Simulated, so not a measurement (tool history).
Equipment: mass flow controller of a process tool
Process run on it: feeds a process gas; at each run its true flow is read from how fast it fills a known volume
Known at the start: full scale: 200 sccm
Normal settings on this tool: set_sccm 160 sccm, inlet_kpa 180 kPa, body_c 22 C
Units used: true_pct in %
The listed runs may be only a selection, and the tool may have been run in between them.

| run | day | set_sccm | inlet_kpa | body_c | true_pct |
|---|---|---|---|---|---|
| 1 | 0 | 160 | 180 | 22 | 100.28 |
| 2 | 18.046 | 160 | 180 | 22 | 100.42 |
| 3 | 36.529 | 160 | 180 | 22 | 100.45 |
| 4 | 46.121 | 160 | 180 | 22 | 100.59 |
| 5 | 64.021 | 160 | 180 | 22 | 100.65 |
| 6 | 77.262 | 40 | 180 | 22 | 101.7 |
| 7 | 95.854 | 40 | 180 | 22 | 101.92 |
| 8 | 108.712 | 160 | 180 | 37 | 102.49 |
| 9 | 117.229 | 160 | 166 | 22 | 101.03 |
| 10 | 128.754 | 160 | 166 | 22 | 101.08 |
| 11 | 141.367 | 160 | 166 | 22 | 101.09 |
| 12 | 152.058 | 160 | 180 | 22 | 100.86 |
| 13 | 161.608 | 160 | 180 | 22 | 101.18 |
| 14 | 175.754 | 24 | 180 | 22 | 104.87 |
| 15 | 185.733 | 24 | 180 | 22 | 105.13 |
| 16 | 194.962 | 24 | 196 | 22 | 105.17 |
| 17 | 211.025 | 129 | 217 | 31 | 102.47 |
| 18 | 222.767 | 47 | 163 | 20 | 102.71 |
| 19 | 236.658 | 24 | 171 | 26 | 106.33 |
| 20 | 254.138 | 24 | 255 | 26 | 106.55 |
|  | 270.571 | controller's zero set anew |
| 21 | 270.946 | 22 | 178 | 30 | 100.96 |
| 22 | 283.454 | 22 | 178 | 30 | 101.31 |
| 23 | 294.392 | 46 | 180 | 22 | 100.37 |
| 24 | 303.142 | 46 | 180 | 22 | 100.63 |
| 25 | 321.146 | 35 | 153 | 40 | 102.71 |
| 26 | 331.442 | 164 | 167 | 23 | 101.17 |
| 27 | 351.033 | 60 | 180 | 36 | 102.56 |
| 28 | 361.538 | 71 | 167 | 28 | 101.66 |
| 29 | 381.367 | 71 | 167 | 28 | 101.82 |
| 30 | 401.733 | 102 | 172 | 33 | 102.35 |
| 31 | 417.004 | 110 | 214 | 21 | 101.27 |
| 32 | 425.308 | 55 | 208 | 21 | 101.68 |

Each row is a separate what-if for the run after 32, all from the same tool condition, not one after another. Results?
| A | 434.012 | 160 | 162 | 22 | ? |
| B | 434.012 | 36 | 189 | 33 | ? |
| C | 434.012 | 29 | 222 | 20 | ? |

| run | true_pct |
|---|---|
| A | 101.68 |
| B | 103.47 |
| C | 102.45 |
What these runs would have given with no unlogged condition in the tool:
| run | true_pct |
|---|---|
| A | 99.49 |
| B | 99.86 |
| C | 98.41 |
